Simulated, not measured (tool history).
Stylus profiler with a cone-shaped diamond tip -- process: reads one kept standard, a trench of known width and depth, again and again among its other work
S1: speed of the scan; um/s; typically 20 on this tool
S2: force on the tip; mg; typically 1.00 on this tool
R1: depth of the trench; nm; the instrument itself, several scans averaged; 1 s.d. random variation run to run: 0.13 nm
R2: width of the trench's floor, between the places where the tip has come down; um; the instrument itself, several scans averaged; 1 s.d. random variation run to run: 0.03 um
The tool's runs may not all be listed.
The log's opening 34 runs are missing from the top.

run    hour  S1    S2      R1     R2
 35  2827.3  31  0.88  504.64  46.69
 36  2895.9  14  1.00  504.60  46.78
 37  2969.5  14  1.00  504.68  46.74
 38  3064.0   8  1.52  506.19  46.73
 39  3132.9  13  1.00  505.32  46.60
 40  3185.2  16  0.43  503.95  46.59
 41  3239.8  16  0.43  503.91  46.57
 42  3323.1  44  0.49  504.57  46.34
 43  3429.0  17  0.40  504.32  46.44
     3477.0  -- height scale calibrated on a step standard
 44  3535.3  20  0.47  502.15  46.42
 45  3658.2  11  1.08  503.49  46.38

4 options for the next run, each taken on its own from the tool as it stands now. Forecast them:
  A  3769.9  11  1.38   ?   ?
  B  3769.9  62  1.68   ?   ?
  C  3769.9  23  1.00   ?   ?
  D  3769.9  41  2.87   ?   ?

run      R1     R2
  A  504.38  46.37
  B  504.78  46.17
  C  503.47  46.33
  D  506.68  46.31
The same runs, with their run-to-run variation unchanged, on a tool lacking any hidden condition would have given:
run      R1     R2
  A  503.91  47.28
  B  504.31  47.09
  C  503.00  47.24
  D  506.21  47.23

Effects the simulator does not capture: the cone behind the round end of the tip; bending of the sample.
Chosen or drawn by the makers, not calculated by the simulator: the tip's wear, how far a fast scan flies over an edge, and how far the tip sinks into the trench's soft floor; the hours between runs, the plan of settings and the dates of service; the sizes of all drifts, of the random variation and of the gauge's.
